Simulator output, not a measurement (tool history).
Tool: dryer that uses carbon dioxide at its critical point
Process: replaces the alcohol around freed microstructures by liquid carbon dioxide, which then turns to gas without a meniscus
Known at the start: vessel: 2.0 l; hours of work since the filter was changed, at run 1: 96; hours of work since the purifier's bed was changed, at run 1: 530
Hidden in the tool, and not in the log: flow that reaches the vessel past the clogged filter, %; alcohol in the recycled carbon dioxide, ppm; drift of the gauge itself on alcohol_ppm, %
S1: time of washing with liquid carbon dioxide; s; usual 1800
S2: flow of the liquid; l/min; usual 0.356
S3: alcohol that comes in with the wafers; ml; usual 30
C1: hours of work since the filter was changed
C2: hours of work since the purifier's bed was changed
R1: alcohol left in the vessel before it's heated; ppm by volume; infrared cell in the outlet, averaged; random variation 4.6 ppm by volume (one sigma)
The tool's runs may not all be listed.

{"run": 1, "day": 0.0, "S1": 1800, "S2": 0.356, "S3": 30, "C1": 96, "C2": 530, "R1": 162}
{"run": 2, "day": 0.942, "S1": 2100, "S2": 0.356, "S3": 30, "C1": 108, "C2": 543, "R1": 93}
{"run": 3, "day": 1.438, "S1": 2100, "S2": 0.356, "S3": 30, "C1": 115, "C2": 550, "R1": 98}
{"run": 4, "day": 1.883, "S1": 2100, "S2": 0.356, "S3": 30, "C1": 121, "C2": 556, "R1": 92}
{"run": 5, "day": 2.562, "S1": 2100, "S2": 0.356, "S3": 30, "C1": 131, "C2": 565, "R1": 87}
{"run": 6, "day": 3.567, "S1": 2100, "S2": 0.356, "S3": 30, "C1": 144, "C2": 579, "R1": 97}
{"run": 7, "day": 4.183, "S1": 1800, "S2": 0.356, "S3": 30, "C1": 153, "C2": 587, "R1": 162}
{"run": 8, "day": 4.867, "S1": 1800, "S2": 0.356, "S3": 30, "C1": 162, "C2": 596, "R1": 174}
{"run": 9, "day": 5.883, "S1": 1800, "S2": 0.337, "S3": 30, "C1": 176, "C2": 610, "R1": 204}
{"run": 10, "day": 6.767, "S1": 1800, "S2": 0.356, "S3": 97, "C1": 188, "C2": 622, "R1": 474}
{"run": 11, "day": 7.379, "S1": 1800, "S2": 0.356, "S3": 30, "C1": 196, "C2": 630, "R1": 171}
{"run": 12, "day": 8.396, "S1": 1800, "S2": 0.356, "S3": 30, "C1": 210, "C2": 644, "R1": 169}
{"day": 9.325, "done": "inlet filter changed"}
{"run": 13, "day": 9.533, "S1": 1800, "S2": 0.327, "S3": 30, "C1": 3, "C2": 659, "R1": 210}
{"run": 14, "day": 10.642, "S1": 1800, "S2": 0.356, "S3": 30, "C1": 18, "C2": 674, "R1": 150}
{"run": 15, "day": 11.383, "S1": 2100, "S2": 0.282, "S3": 30, "C1": 28, "C2": 684, "R1": 218}
{"run": 16, "day": 12.221, "S1": 2640, "S2": 0.356, "S3": 104, "C1": 39, "C2": 696, "R1": 84}
{"run": 17, "day": 13.167, "S1": 2460, "S2": 0.329, "S3": 104, "C1": 52, "C2": 709, "R1": 165}
{"run": 18, "day": 14.121, "S1": 1800, "S2": 0.518, "S3": 28, "C1": 65, "C2": 722, "R1": 60}
{"run": 19, "day": 15.221, "S1": 1800, "S2": 0.396, "S3": 31, "C1": 80, "C2": 736, "R1": 110}
{"run": 20, "day": 16.25, "S1": 2820, "S2": 0.456, "S3": 111, "C1": 94, "C2": 751, "R1": 47}
{"run": 21, "day": 16.888, "S1": 1800, "S2": 0.254, "S3": 30, "C1": 103, "C2": 759, "R1": 590}
{"run": 22, "day": 17.696, "S1": 1800, "S2": 0.254, "S3": 30, "C1": 114, "C2": 770, "R1": 580}
{"run": 23, "day": 18.608, "S1": 1800, "S2": 0.254, "S3": 30, "C1": 126, "C2": 783, "R1": 584}
{"run": 24, "day": 19.192, "S1": 2820, "S2": 0.368, "S3": 73, "C1": 134, "C2": 791, "R1": 61}
{"run": 25, "day": 20.142, "S1": 2340, "S2": 0.217, "S3": 43, "C1": 147, "C2": 803, "R1": 632}
{"run": 26, "day": 21.0, "S1": 1920, "S2": 0.356, "S3": 35, "C1": 159, "C2": 815, "R1": 165}
{"run": 27, "day": 22.0, "S1": 1920, "S2": 0.269, "S3": 35, "C1": 172, "C2": 829, "R1": 483}

Forecast each of these 4 alternatives for the next run:
{"run": "A", "day": 22.629, "S1": 1320, "S2": 0.51, "S3": 40, "C1": 181, "C2": 837, "R1": "?"}
{"run": "B", "day": 22.629, "S1": 1200, "S2": 0.269, "S3": 35, "C1": 181, "C2": 837, "R1": "?"}
{"run": "C", "day": 22.629, "S1": 1800, "S2": 0.559, "S3": 30, "C1": 181, "C2": 837, "R1": "?"}
{"run": "D", "day": 22.629, "S1": 1920, "S2": 0.269, "S3": 34, "C1": 181, "C2": 837, "R1": "?"}

run=A R1=170
run=B R1=1751
run=C R1=62
run=D R1=463
Without the tool's hidden state the same runs would have given:
run=A R1=95
run=B R1=1509
run=C R1=12
run=D R1=343
